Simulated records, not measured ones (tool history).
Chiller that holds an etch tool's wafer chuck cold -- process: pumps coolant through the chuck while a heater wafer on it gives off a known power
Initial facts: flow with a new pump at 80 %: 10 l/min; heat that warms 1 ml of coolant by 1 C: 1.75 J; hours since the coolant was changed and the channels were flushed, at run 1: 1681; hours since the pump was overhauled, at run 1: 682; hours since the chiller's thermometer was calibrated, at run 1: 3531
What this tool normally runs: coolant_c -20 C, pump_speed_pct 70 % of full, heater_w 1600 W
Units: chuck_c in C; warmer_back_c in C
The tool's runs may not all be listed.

run	hour	coolant_c	pump_speed_pct	heater_w	hours since the coolant was changed and the channels were flushed	hours since the pump was overhauled	hours since the chiller's thermometer was calibrated	chuck_c	warmer_back_c
1	0	-20	70	1600	1681	682	3531	-6.6	6.64
2	37.5	-20	70	1600	1719	720	3569	-6.5	6.62
# hour 50.8: chiller's thermometer calibrated
3	58.6	-20	70	1600	1739	740	8	-5.8	6.58
4	77.3	-20	70	1600	1758	758	27	-5.9	6.64
5	98.9	-20	70	1012	1779	780	48	-10.9	4.2
6	124	-20	70	1600	1804	805	73	-5.8	6.63
7	153.4	-20	70	1300	1834	835	103	-8.6	5.43
8	175.1	-20	70	1300	1855	856	124	-8.5	5.34
9	196	-20	70	1600	1876	877	145	-5.7	6.7
10	225.1	-20	70	1600	1905	906	174	-5.9	6.66
11	261.6	-20	70	1600	1942	943	211	-5.8	6.67
12	278	-20	70	1600	1958	959	227	-5.7	6.71
13	303.1	-20	70	1600	1983	984	252	-5.8	6.72
14	326	-20	70	1600	2006	1007	275	-5.6	6.7
15	359.9	-20	70	1600	2040	1041	309	-5.6	6.72
16	377	-20	70	1600	2057	1058	326	-5.7	6.73
17	404	-20	70	1284	2084	1085	353	-8.6	5.42
18	423.6	-12	69	1031	2104	1105	373	-2.5	4.44
19	456.3	-19	99	865	2137	1137	406	-12.9	2.45
20	485.2	-19	69	865	2165	1166	434	-11.2	3.74
21	502.4	-19	70	2333	2183	1183	452	2	9.87
22	518.4	-12	70	1600	2199	1199	468	2.4	6.86
23	555	-18	84	1600	2235	1236	504	-5.3	5.52
24	575.2	-18	62	1807	2256	1256	524	-0.2	8.73
25	598.2	-25	83	1600	2279	1279	547	-12.2	5.62
26	629.5	-25	83	1600	2310	1311	579	-12.3	5.58
27	658.3	-16	68	1087	2339	1339	608	-6	4.76
28	690.6	-16	68	1087	2371	1372	640	-5.9	4.8
29	720.1	-16	68	1087	2400	1401	669	-6	4.77
30	739	-18	72	1490	2419	1420	688	-4.8	6.15
31	758.8	-18	72	1490	2439	1440	708	-4.8	6.16

Branching from run 31: 4 alternative next runs. What would each branch give?
A	796.6	-16	66	835	2477	1478	746	?	?
B	796.6	-20	70	953	2477	1478	746	?	?
C	796.6	-23	70	1492	2477	1478	746	?	?
D	796.6	-21	71	1490	2477	1478	746	?	?

run	chuck_c	warmer_back_c
A	-8.3	3.86
B	-11.3	4.05
C	-9.7	6.39
D	-7.8	6.2
Take away the tool's hidden state, keep each run's random variation, and the runs would have read:
run	chuck_c	warmer_back_c
A	-8.9	3.59
B	-11.9	3.76
C	-10.8	5.94
D	-8.8	5.75
